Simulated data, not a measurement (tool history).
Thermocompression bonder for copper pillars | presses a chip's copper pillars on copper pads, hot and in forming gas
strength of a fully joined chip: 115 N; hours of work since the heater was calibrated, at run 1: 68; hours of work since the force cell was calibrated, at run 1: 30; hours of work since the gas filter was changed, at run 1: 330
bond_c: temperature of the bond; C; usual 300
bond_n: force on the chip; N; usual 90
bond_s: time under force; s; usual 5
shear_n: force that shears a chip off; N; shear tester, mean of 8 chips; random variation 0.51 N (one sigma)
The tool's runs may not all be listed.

run,day,bond_c,bond_n,bond_s,hours of work since the heater was calibrated,hours of work since the force cell was calibrated,hours of work since the gas filter was changed,shear_n
1,0.000,300,90,5,68,30,330,59.6
2,1.433,300,90,3,93,55,355,49.8
3,2.346,300,90,7,108,71,370,66.3
4,3.929,300,90,7,136,98,398,67.3
5,5.154,300,90,7,157,119,419,67.6
6,6.250,300,90,5,176,138,438,59.4
7,7.250,300,90,5,193,155,455,60.0
8,8.608,300,90,5,216,179,478,59.7
# day 9.008: forming gas filter changed
9,9.738,300,90,5,235,198,13,64.7
10,10.812,300,114,5,254,217,31,73.3
11,12.150,300,76,5,277,240,54,57.7
12,12.892,300,76,5,290,252,67,57.9
13,13.838,300,76,5,306,269,83,58.5
14,14.921,300,76,5,325,287,102,57.9
15,15.838,292,90,5,341,303,118,60.5
16,17.129,300,90,10,363,326,140,79.2
17,18.267,275,90,5,383,345,160,52.3
18,19.075,275,90,3,397,359,174,42.7
19,19.938,300,90,5,411,374,189,64.8
20,21.333,294,118,8,436,398,213,83.0
21,22.421,294,118,8,454,417,232,81.8
22,24.033,294,118,8,482,445,259,81.9
23,24.900,294,105,8,497,460,274,78.3
24,26.300,294,105,8,521,484,298,77.6
25,27.679,272,134,6,545,508,322,70.5
26,28.646,290,90,6,562,524,339,64.8
27,29.325,290,90,7,573,536,351,67.0
28,30.442,314,120,13,593,555,370,97.1
29,31.671,289,55,13,614,576,391,60.3
30,32.738,297,90,5,632,595,410,63.5
31,34.108,327,90,6,656,619,433,81.6
32,34.908,300,130,5,670,632,447,79.8
33,36.421,300,130,5,696,659,473,79.6
# day 37.150: forming gas filter changed
34,37.271,292,90,6,710,673,2,69.9
35,38.162,300,110,3,726,688,17,67.1
# day 39.588: heater calibrated with a thermocouple chip
36,39.629,299,65,5,1,712,41,51.1
37,40.854,299,65,5,22,733,63,51.2
# day 42.388: force cell calibrated
38,42.525,300,90,4,50,2,90,56.5

4 ways to go on from here, each from the tool as it stands after run 38. What would each give?
A,43.808,315,83,14,72,25,112,?
B,43.808,290,102,6,72,25,112,?
C,43.808,308,117,4,72,25,112,?
D,43.808,305,90,5,72,25,112,?

run,shear_n
A,85.9
B,65.7
C,71.3
D,64.0
Without the tool's hidden state the same runs would have given:
run,shear_n
A,85.9
B,65.2
C,70.9
D,63.6
